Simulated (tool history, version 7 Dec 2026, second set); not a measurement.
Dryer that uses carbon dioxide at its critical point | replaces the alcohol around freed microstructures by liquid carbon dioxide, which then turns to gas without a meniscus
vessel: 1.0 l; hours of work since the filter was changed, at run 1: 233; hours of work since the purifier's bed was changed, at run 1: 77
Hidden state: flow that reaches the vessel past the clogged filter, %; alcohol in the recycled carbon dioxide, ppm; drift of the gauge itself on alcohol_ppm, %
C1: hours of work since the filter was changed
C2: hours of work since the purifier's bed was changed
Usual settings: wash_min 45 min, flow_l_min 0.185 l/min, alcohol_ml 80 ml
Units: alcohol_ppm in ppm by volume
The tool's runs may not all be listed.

run 1 hour=0 | wash_min=45 flow_l_min=0.185 alcohol_ml=80 | C1=233 C2=77 | alcohol_ppm=188
run 2 hour=12.3 | wash_min=45 flow_l_min=0.185 alcohol_ml=20 | C1=239 C2=83 | alcohol_ppm=69
run 3 hour=22.7 | wash_min=45 flow_l_min=0.185 alcohol_ml=21 | C1=245 C2=89 | alcohol_ppm=79
run 4 hour=35.3 | wash_min=45 flow_l_min=0.185 alcohol_ml=21 | C1=251 C2=95 | alcohol_ppm=83
-- hour=40.5 inlet filter changed
run 5 hour=46.1 | wash_min=45 flow_l_min=0.185 alcohol_ml=21 | C1=3 C2=100 | alcohol_ppm=62
run 6 hour=54.8 | wash_min=45 flow_l_min=0.177 alcohol_ml=80 | C1=7 C2=105 | alcohol_ppm=147
run 7 hour=64.8 | wash_min=45 flow_l_min=0.177 alcohol_ml=80 | C1=13 C2=110 | alcohol_ppm=138
run 8 hour=74.3 | wash_min=48 flow_l_min=0.185 alcohol_ml=80 | C1=18 C2=115 | alcohol_ppm=98
run 9 hour=86.3 | wash_min=45 flow_l_min=0.185 alcohol_ml=80 | C1=24 C2=121 | alcohol_ppm=123
run 10 hour=99.1 | wash_min=45 flow_l_min=0.185 alcohol_ml=80 | C1=30 C2=128 | alcohol_ppm=137
run 11 hour=112.3 | wash_min=45 flow_l_min=0.219 alcohol_ml=47 | C1=37 C2=135 | alcohol_ppm=79
run 12 hour=122.6 | wash_min=28 flow_l_min=0.166 alcohol_ml=34 | C1=43 C2=140 | alcohol_ppm=753
run 13 hour=131.6 | wash_min=28 flow_l_min=0.22 alcohol_ml=46 | C1=47 C2=145 | alcohol_ppm=340
run 14 hour=142.5 | wash_min=38 flow_l_min=0.119 alcohol_ml=80 | C1=53 C2=150 | alcohol_ppm=1869
run 15 hour=150.8 | wash_min=32 flow_l_min=0.185 alcohol_ml=25 | C1=57 C2=155 | alcohol_ppm=255
run 16 hour=162.7 | wash_min=32 flow_l_min=0.185 alcohol_ml=25 | C1=64 C2=161 | alcohol_ppm=251
run 17 hour=173.2 | wash_min=49 flow_l_min=0.214 alcohol_ml=58 | C1=69 C2=166 | alcohol_ppm=92
run 18 hour=186.6 | wash_min=49 flow_l_min=0.214 alcohol_ml=58 | C1=76 C2=173 | alcohol_ppm=90
run 19 hour=197.1 | wash_min=45 flow_l_min=0.28 alcohol_ml=80 | C1=81 C2=179 | alcohol_ppm=79
run 20 hour=209.1 | wash_min=45 flow_l_min=0.28 alcohol_ml=80 | C1=88 C2=185 | alcohol_ppm=88

4 ways to go on from here, each from the tool as it stands after run 20. What would each give?
run A hour=222 | wash_min=34 flow_l_min=0.177 alcohol_ml=80 | C1=94 C2=192 | alcohol_ppm=?
run B hour=222 | wash_min=45 flow_l_min=0.185 alcohol_ml=96 | C1=94 C2=192 | alcohol_ppm=?
run C hour=222 | wash_min=41 flow_l_min=0.216 alcohol_ml=53 | C1=94 C2=192 | alcohol_ppm=?
run D hour=222 | wash_min=37 flow_l_min=0.28 alcohol_ml=80 | C1=94 C2=192 | alcohol_ppm=?

run=A alcohol_ppm=686
run=B alcohol_ppm=200
run=C alcohol_ppm=117
run=D alcohol_ppm=107
Without the tool's hidden state the same runs would have given:
run=A alcohol_ppm=473
run=B alcohol_ppm=85
run=C alcohol_ppm=24
run=D alcohol_ppm=16
